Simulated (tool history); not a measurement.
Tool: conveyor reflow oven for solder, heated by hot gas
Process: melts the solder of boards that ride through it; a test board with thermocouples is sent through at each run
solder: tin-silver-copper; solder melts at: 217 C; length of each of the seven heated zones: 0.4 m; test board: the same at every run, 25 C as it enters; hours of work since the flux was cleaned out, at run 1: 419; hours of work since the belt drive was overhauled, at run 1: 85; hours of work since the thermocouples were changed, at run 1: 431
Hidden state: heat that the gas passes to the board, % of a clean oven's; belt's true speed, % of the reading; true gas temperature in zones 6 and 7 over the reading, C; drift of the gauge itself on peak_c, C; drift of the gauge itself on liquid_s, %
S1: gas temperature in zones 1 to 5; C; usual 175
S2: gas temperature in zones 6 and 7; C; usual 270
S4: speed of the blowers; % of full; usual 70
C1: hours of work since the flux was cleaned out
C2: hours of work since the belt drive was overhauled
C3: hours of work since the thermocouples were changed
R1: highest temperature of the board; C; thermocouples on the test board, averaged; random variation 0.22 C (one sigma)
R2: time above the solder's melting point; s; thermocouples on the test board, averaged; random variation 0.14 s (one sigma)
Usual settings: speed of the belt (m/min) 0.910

Run 1, hour 0.0: usual settings; C1 419; C2 85; C3 431. Result: R1 246.2 C, R2 34.7 s.
Run 2, hour 7.5: usual settings; C1 423; C2 89; C3 435. Result: R1 246.0 C, R2 34.9 s.
Run 3, hour 18.0: usual settings but S1 160 C; C1 429; C2 95; C3 441. Result: R1 242.7 C, R2 28.8 s.
Run 4, hour 28.3: usual settings but S1 160 C; C1 435; C2 101; C3 447. Result: R1 242.3 C, R2 28.6 s.
Run 5, hour 41.7: usual settings but S1 160 C; C1 442; C2 108; C3 455. Result: R1 242.2 C, R2 28.6 s.
Run 6, hour 58.6: usual settings; C1 452; C2 118; C3 464. Result: R1 245.6 C, R2 34.3 s.
Run 7, hour 68.2: usual settings; C1 457; C2 124; C3 470. Result: R1 246.1 C, R2 34.2 s.
Run 8, hour 85.7: usual settings; C1 467; C2 133; C3 480. Result: R1 245.7 C, R2 34.3 s.
Run 9, hour 96.0: usual settings; C1 473; C2 139; C3 486. Result: R1 245.3 C, R2 34.5 s.
Run 10, hour 110.5: usual settings; C1 481; C2 148; C3 494. Result: R1 246.1 C, R2 34.3 s.
Run 11, hour 119.9: usual settings; C1 487; C2 153; C3 499. Result: R1 245.8 C, R2 34.2 s.
At hour 130.6: flux residue cleaned out of gas plates and filters.
Run 12, hour 139.2: usual settings but S1 166 C; C1 5; C2 161; C3 507. Result: R1 240.0 C, R2 27.8 s.
Run 13, hour 148.5: usual settings but S1 166 C; C1 10; C2 166; C3 513. Result: R1 240.3 C, R2 27.6 s.
Run 14, hour 157.4: usual settings but S1 166 C; C1 15; C2 171; C3 518. Result: R1 240.1 C, R2 27.4 s.
Run 15, hour 165.2: usual settings but S2 279 C; C1 20; C2 176; C3 522. Result: R1 249.5 C, R2 36.1 s.
Run 16, hour 174.5: usual settings but S2 279 C; C1 25; C2 181; C3 527. Result: R1 249.1 C, R2 35.7 s.
At hour 192.2: flux residue cleaned out of gas plates and filters, once more.
Run 17, hour 193.2: usual settings; C1 1; C2 189; C3 535. Result: R1 250.6 C, R2 38.3 s.
Run 18, hour 204.3: usual settings but S2 272 C; C1 7; C2 195; C3 541. Result: R1 252.3 C, R2 38.9 s.
Run 19, hour 219.8: usual settings but S1 167 C, S4 68 % of full; C1 16; C2 204; C3 550. Result: R1 248.1 C, R2 35.0 s.
Run 20, hour 229.3: usual settings but S1 170 C, S2 259 C, speed of the belt (m/min) 0.735; C1 21; C2 209; C3 556. Result: R1 246.9 C, R2 45.0 s.
Run 21, hour 244.5: usual settings but S1 188 C, S4 68 % of full; C1 30; C2 218; C3 564. Result: R1 253.1 C, R2 42.9 s.
Run 22, hour 256.1: usual settings but S1 188 C, S4 68 % of full; C1 36; C2 224; C3 571. Result: R1 252.7 C, R2 42.8 s.
Run 23, hour 264.6: usual settings but S1 183 C, S2 267 C; C1 41; C2 229; C3 576. Result: R1 249.6 C, R2 39.8 s.
Run 24, hour 271.8: usual settings but S1 183 C, S2 267 C; C1 45; C2 233; C3 580. Result: R1 249.7 C, R2 39.8 s.
Run 25, hour 284.3: usual settings but S1 183 C, S2 267 C; C1 52; C2 240; C3 587. Result: R1 249.6 C, R2 40.1 s.
Run 26, hour 297.7: usual settings but S2 266 C, S4 75 % of full; C1 60; C2 248; C3 594. Result: R1 248.2 C, R2 37.2 s.
Run 27, hour 307.2: usual settings but S2 266 C, S4 75 % of full; C1 65; C2 253; C3 600. Result: R1 248.0 C, R2 36.9 s.
Run 28, hour 317.4: usual settings but S4 73 % of full; C1 71; C2 259; C3 606. Result: R1 251.1 C, R2 38.5 s.
Run 29, hour 333.3: usual settings but S4 77 % of full; C1 80; C2 268; C3 615. Result: R1 252.1 C, R2 39.1 s.
Run 30, hour 344.9: usual settings but speed of the belt (m/min) 0.877, S4 63 % of full; C1 87; C2 275; C3 621. Result: R1 249.8 C, R2 38.7 s.
Run 31, hour 355.7: usual settings but S1 176 C, S2 282 C, speed of the belt (m/min) 0.818, S4 63 % of full; C1 93; C2 281; C3 627. Result: R1 262.4 C, R2 48.8 s.

Forecast each of these 3 alternatives for the next run:
Run A, hour 368.2: usual settings but S1 187 C, speed of the belt (m/min) 0.784, S4 83 % of full; C1 100; C2 288; C3 634. Result: R1 ?, R2 ?.
Run B, hour 368.2: usual settings but S1 166 C; C1 100; C2 288; C3 634. Result: R1 ?, R2 ?.
Run C, hour 368.2: usual settings but S4 63 % of full; C1 100; C2 288; C3 634. Result: R1 ?, R2 ?.

run     R1    R2
  A  259.7  54.2
  B  247.9  34.3
  C  248.4  36.4
Without the tool's hidden state the same runs would have given:
run     R1    R2
  A  258.5  53.4
  B  247.0  33.7
  C  247.5  35.8
